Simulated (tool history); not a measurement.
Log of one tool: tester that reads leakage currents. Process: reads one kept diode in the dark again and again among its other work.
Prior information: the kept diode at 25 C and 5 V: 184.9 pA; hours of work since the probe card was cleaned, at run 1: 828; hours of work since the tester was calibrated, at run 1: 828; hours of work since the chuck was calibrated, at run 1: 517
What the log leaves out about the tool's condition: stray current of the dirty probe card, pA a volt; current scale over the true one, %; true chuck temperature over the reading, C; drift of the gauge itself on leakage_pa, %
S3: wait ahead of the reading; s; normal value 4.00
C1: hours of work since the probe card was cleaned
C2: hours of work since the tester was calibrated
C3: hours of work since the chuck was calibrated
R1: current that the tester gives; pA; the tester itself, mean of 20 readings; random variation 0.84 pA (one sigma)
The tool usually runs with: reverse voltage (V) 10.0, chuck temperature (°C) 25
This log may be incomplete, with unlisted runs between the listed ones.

run 1 hour=0.0 | reverse_voltage_(V)=10.0 chuck_temperature_(°C)=25 S3=4.00 | C1=828 C2=828 C3=517 | R1=278.47
run 2 hour=74.1 | reverse_voltage_(V)=10.0 chuck_temperature_(°C)=34 S3=4.00 | C1=875 C2=875 C3=565 | R1=588.57
run 3 hour=166.1 | reverse_voltage_(V)=10.0 chuck_temperature_(°C)=34 S3=4.00 | C1=934 C2=934 C3=623 | R1=588.27
run 4 hour=297.0 | reverse_voltage_(V)=10.0 chuck_temperature_(°C)=27 S3=4.00 | C1=1018 C2=1018 C3=707 | R1=330.60
run 5 hour=391.4 | reverse_voltage_(V)=10.0 chuck_temperature_(°C)=27 S3=4.00 | C1=1078 C2=1078 C3=768 | R1=329.04
run 6 hour=533.7 | reverse_voltage_(V)=10.0 chuck_temperature_(°C)=27 S3=4.00 | C1=1169 C2=1169 C3=859 | R1=330.30
run 7 hour=659.0 | reverse_voltage_(V)=10.0 chuck_temperature_(°C)=27 S3=4.00 | C1=1250 C2=1250 C3=939 | R1=329.21
-- hour=747.3 probe card cleaned and baked
run 8 hour=751.9 | reverse_voltage_(V)=16.3 chuck_temperature_(°C)=25 S3=4.00 | C1=3 C2=1307 C3=996 | R1=371.05
run 9 hour=810.2 | reverse_voltage_(V)=16.3 chuck_temperature_(°C)=25 S3=4.00 | C1=40 C2=1344 C3=1034 | R1=372.67
run 10 hour=889.7 | reverse_voltage_(V)=5.5 chuck_temperature_(°C)=25 S3=4.00 | C1=91 C2=1395 C3=1085 | R1=195.30
run 11 hour=1016.8 | reverse_voltage_(V)=5.5 chuck_temperature_(°C)=25 S3=4.00 | C1=173 C2=1477 C3=1166 | R1=196.56
run 12 hour=1124.2 | reverse_voltage_(V)=5.5 chuck_temperature_(°C)=25 S3=4.00 | C1=241 C2=1545 C3=1235 | R1=195.77
run 13 hour=1239.4 | reverse_voltage_(V)=5.5 chuck_temperature_(°C)=32 S3=4.00 | C1=315 C2=1619 C3=1308 | R1=352.58
run 14 hour=1371.0 | reverse_voltage_(V)=10.0 chuck_temperature_(°C)=25 S3=4.00 | C1=399 C2=1703 C3=1393 | R1=277.82
run 15 hour=1449.5 | reverse_voltage_(V)=10.0 chuck_temperature_(°C)=34 S3=4.00 | C1=449 C2=1754 C3=1443 | R1=591.64
run 16 hour=1581.9 | reverse_voltage_(V)=10.0 chuck_temperature_(°C)=25 S3=4.00 | C1=534 C2=1838 C3=1528 | R1=278.76
run 17 hour=1660.1 | reverse_voltage_(V)=10.0 chuck_temperature_(°C)=25 S3=4.00 | C1=584 C2=1888 C3=1578 | R1=279.27
run 18 hour=1749.5 | reverse_voltage_(V)=10.0 chuck_temperature_(°C)=25 S3=7.24 | C1=641 C2=1946 C3=1635 | R1=278.65
run 19 hour=1831.2 | reverse_voltage_(V)=10.0 chuck_temperature_(°C)=25 S3=7.24 | C1=694 C2=1998 C3=1687 | R1=278.60
-- hour=1866.8 tester calibrated
run 20 hour=1975.2 | reverse_voltage_(V)=10.0 chuck_temperature_(°C)=25 S3=4.00 | C1=785 C2=69 C3=1778 | R1=278.53
run 21 hour=2068.3 | reverse_voltage_(V)=8.9 chuck_temperature_(°C)=43 S3=4.00 | C1=844 C2=129 C3=1838 | R1=1111.14
run 22 hour=2200.8 | reverse_voltage_(V)=2.6 chuck_temperature_(°C)=43 S3=0.87 | C1=929 C2=214 C3=1922 | R1=535.62
run 23 hour=2329.5 | reverse_voltage_(V)=2.6 chuck_temperature_(°C)=43 S3=0.87 | C1=1011 C2=296 C3=2005 | R1=538.55
run 24 hour=2471.5 | reverse_voltage_(V)=1.3 chuck_temperature_(°C)=26 S3=1.24 | C1=1102 C2=387 C3=2096 | R1=90.80
-- hour=2495.5 chuck's temperature calibrated
run 25 hour=2615.4 | reverse_voltage_(V)=1.3 chuck_temperature_(°C)=26 S3=1.24 | C1=1193 C2=478 C3=77 | R1=91.35

What will run 26 give?
run 26 hour=2713.3 | reverse_voltage_(V)=4.1 chuck_temperature_(°C)=28 S3=0.54 | C1=1256 C2=540 C3=139 | R1=?

R1: 213.38 pA
If the tool had no hidden condition, the same run with the same run-to-run variation would have returned R1 213.34 pA.
